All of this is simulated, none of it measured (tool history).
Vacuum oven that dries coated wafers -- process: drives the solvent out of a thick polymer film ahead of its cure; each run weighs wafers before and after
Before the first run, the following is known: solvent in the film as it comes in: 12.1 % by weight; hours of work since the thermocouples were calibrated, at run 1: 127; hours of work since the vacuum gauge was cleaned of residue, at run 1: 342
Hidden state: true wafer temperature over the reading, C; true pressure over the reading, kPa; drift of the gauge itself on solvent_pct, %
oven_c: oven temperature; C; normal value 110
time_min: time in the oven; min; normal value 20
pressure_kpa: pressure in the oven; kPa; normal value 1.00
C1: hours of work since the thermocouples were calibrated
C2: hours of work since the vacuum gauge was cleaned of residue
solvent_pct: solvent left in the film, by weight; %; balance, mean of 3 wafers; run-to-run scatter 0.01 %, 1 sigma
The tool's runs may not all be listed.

run 1 hour=0.0 | oven_c=110 time_min=20 pressure_kpa=1.00 | C1=127 C2=342 | solvent_pct=0.97
run 2 hour=32.8 | oven_c=110 time_min=20 pressure_kpa=1.00 | C1=150 C2=365 | solvent_pct=0.95
run 3 hour=61.2 | oven_c=110 time_min=20 pressure_kpa=1.00 | C1=170 C2=386 | solvent_pct=0.95
run 4 hour=101.3 | oven_c=110 time_min=20 pressure_kpa=1.00 | C1=199 C2=414 | solvent_pct=0.96
run 5 hour=138.1 | oven_c=110 time_min=20 pressure_kpa=1.00 | C1=225 C2=440 | solvent_pct=0.94
run 6 hour=159.3 | oven_c=115 time_min=20 pressure_kpa=1.00 | C1=240 C2=455 | solvent_pct=0.66
run 7 hour=176.6 | oven_c=110 time_min=22 pressure_kpa=1.00 | C1=252 C2=467 | solvent_pct=0.86
run 8 hour=201.6 | oven_c=110 time_min=20 pressure_kpa=1.00 | C1=270 C2=485 | solvent_pct=0.96
run 9 hour=231.1 | oven_c=110 time_min=20 pressure_kpa=1.00 | C1=291 C2=506 | solvent_pct=0.97
run 10 hour=254.6 | oven_c=110 time_min=20 pressure_kpa=1.00 | C1=307 C2=523 | solvent_pct=0.97
run 11 hour=292.8 | oven_c=119 time_min=20 pressure_kpa=1.00 | C1=334 C2=550 | solvent_pct=0.53
run 12 hour=317.8 | oven_c=110 time_min=14 pressure_kpa=1.00 | C1=352 C2=567 | solvent_pct=1.48
run 13 hour=341.7 | oven_c=110 time_min=14 pressure_kpa=1.00 | C1=369 C2=584 | solvent_pct=1.47
run 14 hour=361.0 | oven_c=110 time_min=14 pressure_kpa=1.00 | C1=383 C2=598 | solvent_pct=1.48
run 15 hour=391.4 | oven_c=110 time_min=14 pressure_kpa=1.00 | C1=404 C2=619 | solvent_pct=1.49
run 16 hour=427.2 | oven_c=117 time_min=14 pressure_kpa=1.00 | C1=430 C2=645 | solvent_pct=0.82
run 17 hour=460.4 | oven_c=117 time_min=14 pressure_kpa=1.84 | C1=453 C2=668 | solvent_pct=1.19
run 18 hour=489.1 | oven_c=118 time_min=20 pressure_kpa=0.67 | C1=474 C2=689 | solvent_pct=0.42
run 19 hour=507.9 | oven_c=110 time_min=11 pressure_kpa=1.00 | C1=487 C2=702 | solvent_pct=2.02
run 20 hour=529.5 | oven_c=118 time_min=11 pressure_kpa=1.00 | C1=502 C2=717 | solvent_pct=1.01
run 21 hour=549.8 | oven_c=116 time_min=12 pressure_kpa=0.77 | C1=517 C2=732 | solvent_pct=0.97
run 22 hour=586.6 | oven_c=116 time_min=12 pressure_kpa=0.77 | C1=543 C2=758 | solvent_pct=0.97
run 23 hour=615.3 | oven_c=124 time_min=24 pressure_kpa=0.55 | C1=563 C2=778 | solvent_pct=0.31
run 24 hour=640.5 | oven_c=119 time_min=17 pressure_kpa=0.71 | C1=581 C2=796 | solvent_pct=0.49
run 25 hour=665.2 | oven_c=96 time_min=30 pressure_kpa=0.88 | C1=598 C2=814 | solvent_pct=1.86
run 26 hour=698.7 | oven_c=96 time_min=30 pressure_kpa=0.88 | C1=622 C2=837 | solvent_pct=1.84
run 27 hour=733.7 | oven_c=96 time_min=30 pressure_kpa=0.88 | C1=647 C2=862 | solvent_pct=1.84
run 28 hour=769.5 | oven_c=101 time_min=27 pressure_kpa=3.50 | C1=672 C2=887 | solvent_pct=3.35
run 29 hour=795.8 | oven_c=110 time_min=20 pressure_kpa=1.09 | C1=691 C2=906 | solvent_pct=1.03
run 30 hour=823.0 | oven_c=110 time_min=20 pressure_kpa=1.09 | C1=710 C2=925 | solvent_pct=1.03
run 31 hour=845.7 | oven_c=108 time_min=27 pressure_kpa=1.05 | C1=726 C2=941 | solvent_pct=0.92
run 32 hour=882.8 | oven_c=107 time_min=20 pressure_kpa=1.96 | C1=753 C2=968 | solvent_pct=1.84

Below, some changes in solvent_pct between adjacent runs. For each, the amount present without the hidden state too (settings, incoming material, random variation) and the amount remaining for the hidden state with gauge scatter not shared by both compared results:
Run 18 -> 19: oven_c 118 -> 110, time_min 20 -> 11, pressure_kpa 0.67 -> 1.00. solvent_pct +1.60 %: hidden state -0.09, all else +1.69.
Run 22 -> 23: oven_c 116 -> 124, time_min 12 -> 24, pressure_kpa 0.77 -> 0.55. solvent_pct -0.66 %: hidden state +0.06, all else -0.72.
Run 27 -> 28: oven_c 96 -> 101, time_min 30 -> 27, pressure_kpa 0.88 -> 3.50. solvent_pct +1.51 %: hidden state -0.06, all else +1.57.
Run 28 -> 29: oven_c 101 -> 110, time_min 27 -> 20, pressure_kpa 3.50 -> 1.09. solvent_pct -2.32 %: hidden state +0.05, all else -2.37.
Run 31 -> 32: oven_c 108 -> 107, time_min 27 -> 20, pressure_kpa 1.05 -> 1.96. solvent_pct +0.92 %: hidden state -0.08, all else +1.00.
